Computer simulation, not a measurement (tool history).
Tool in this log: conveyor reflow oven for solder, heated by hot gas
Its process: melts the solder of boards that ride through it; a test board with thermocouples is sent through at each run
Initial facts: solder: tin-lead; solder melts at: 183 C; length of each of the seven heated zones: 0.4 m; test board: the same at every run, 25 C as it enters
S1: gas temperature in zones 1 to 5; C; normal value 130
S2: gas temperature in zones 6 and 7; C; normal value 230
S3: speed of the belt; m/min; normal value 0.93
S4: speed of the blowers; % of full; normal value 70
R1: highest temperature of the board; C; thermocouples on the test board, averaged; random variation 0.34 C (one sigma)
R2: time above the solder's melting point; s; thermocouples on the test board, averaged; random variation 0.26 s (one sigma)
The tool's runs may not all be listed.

run,hour,S1,S2,S3,S4,R1,R2
1,0,130,230,0.93,70,210.6,33.3
2,8.5,130,230,0.93,70,211.2,33
3,17.8,130,230,0.93,68,209.9,32.6
4,25.3,130,230,0.93,64,209,31.2
# hour 31.4: flux residue cleaned out of gas plates and filters
5,43.6,130,230,0.93,64,206.4,29.8
6,51.2,130,230,0.93,70,208.2,31.4
7,65.9,130,236,0.93,70,213.4,34.9
8,74.4,130,236,0.93,70,213.6,34.7
9,82.1,122,236,0.959,82,214.1,31.6
10,99,124,221,0.93,70,200,22.7
# hour 111.4: belt drive overhauled, speed set with a stopwatch
11,120.9,136,228,0.788,82,214.9,44.5
# hour 137.2: flux residue cleaned out of gas plates and filters, once more
12,137.2,130,230,0.93,66,212.9,33.9

Each row is a separate what-if for the run after 12, all from the same tool condition, not one after another. Results?
A,145.9,130,244,0.93,50,?,?
B,145.9,130,229,0.93,64,?,?
C,145.9,122,241,0.93,65,?,?
D,145.9,117,244,0.93,59,?,?

run,R1,R2
A,217,35.7
B,210.3,32.6
C,219.8,36.2
D,219,34.5
Had the tool no hidden state, the same runs would have come out as:
run,R1,R2
A,216,35.1
B,209.2,31.9
C,218.8,35.7
D,217.9,33.9

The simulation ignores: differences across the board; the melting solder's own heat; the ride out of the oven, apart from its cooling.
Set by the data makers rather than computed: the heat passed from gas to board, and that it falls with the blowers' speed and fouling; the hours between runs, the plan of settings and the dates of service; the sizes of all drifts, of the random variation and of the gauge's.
